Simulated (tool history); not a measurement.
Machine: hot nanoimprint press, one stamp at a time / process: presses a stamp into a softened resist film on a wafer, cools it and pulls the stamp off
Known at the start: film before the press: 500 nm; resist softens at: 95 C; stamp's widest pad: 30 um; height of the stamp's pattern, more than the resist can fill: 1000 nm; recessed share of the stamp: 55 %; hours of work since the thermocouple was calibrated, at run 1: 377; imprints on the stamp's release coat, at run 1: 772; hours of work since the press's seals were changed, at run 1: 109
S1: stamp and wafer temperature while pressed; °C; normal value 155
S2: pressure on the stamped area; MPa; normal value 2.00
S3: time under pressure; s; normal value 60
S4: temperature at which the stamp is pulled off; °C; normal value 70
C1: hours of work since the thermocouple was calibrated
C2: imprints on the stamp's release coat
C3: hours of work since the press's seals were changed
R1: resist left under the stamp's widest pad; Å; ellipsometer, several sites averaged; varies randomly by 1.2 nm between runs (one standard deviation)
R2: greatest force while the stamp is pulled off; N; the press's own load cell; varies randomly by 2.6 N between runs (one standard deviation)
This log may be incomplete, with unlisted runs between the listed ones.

run	day	S1	S2	S3	S4	C1	C2	C3	R1	R2
1	0.000	155	2.00	60	70	377	772	109	2213	215
# day 1.342: stamp cleaned and given a new release coat
2	3.396	155	2.00	60	70	423	111	155	2226	215
# day 6.671: plate thermocouple calibrated
3	6.696	155	2.00	60	70	0	282	202	2211	218
4	8.354	155	2.00	60	70	25	372	226	2205	218
5	10.688	155	2.00	60	70	59	498	260	2226	214
6	14.342	155	2.00	60	70	113	695	314	2247	216
7	16.421	155	1.40	60	70	143	807	344	2692	211
# day 17.125: stamp cleaned and given a new release coat
8	18.521	155	2.00	60	70	170	75	372	2236	214
9	21.446	155	2.00	60	70	213	233	415	2230	215
10	23.792	155	2.00	60	63	248	359	449	2241	243
11	26.142	155	2.00	60	58	282	486	484	2245	259
12	28.954	155	2.00	60	58	324	638	525	2249	255
13	31.867	155	2.00	60	58	366	795	568	2263	254
# day 32.721: stamp cleaned and given a new release coat
14	35.550	155	2.00	60	58	417	153	618	2246	258
# day 39.121: plate thermocouple calibrated
15	39.225	155	2.00	60	58	2	344	670	2252	254
16	41.079	155	1.98	73	64	29	444	697	2113	238
# day 43.658: press's hydraulic seals changed and the load cell set to zero
17	44.946	155	1.32	73	64	81	635	19	2633	237
# day 48.867: stamp cleaned and given a new release coat
18	48.883	156	2.00	73	70	135	1	73	2033	216
19	50.921	146	2.00	35	70	165	111	103	3507	210
20	53.004	146	2.00	35	70	195	224	134	3504	219
21	55.792	146	2.00	35	70	236	374	174	3530	220
22	58.071	146	2.00	118	74	270	497	208	2508	198
23	59.683	146	2.00	51	74	293	584	232	3209	201
24	61.883	149	2.00	33	75	326	703	264	3294	193
# day 64.442: stamp cleaned and given a new release coat
25	65.096	155	1.67	57	70	369	36	307	2542	214
26	67.208	155	1.67	57	70	400	150	338	2546	217
27	69.358	158	2.00	60	55	432	266	370	2048	269
# day 72.179: plate thermocouple calibrated
28	72.567	155	2.00	60	61	6	432	415	2272	245

The next listed run, before its measurement:
29	74.154	155	2.00	44	70	29	518	439	?	?

{"run 29": {"R1": 2488, "R2": 213}}
If the tool had no hidden condition, the same run with the same run-to-run variation would have returned R1 2431 Å, R2 213 N.
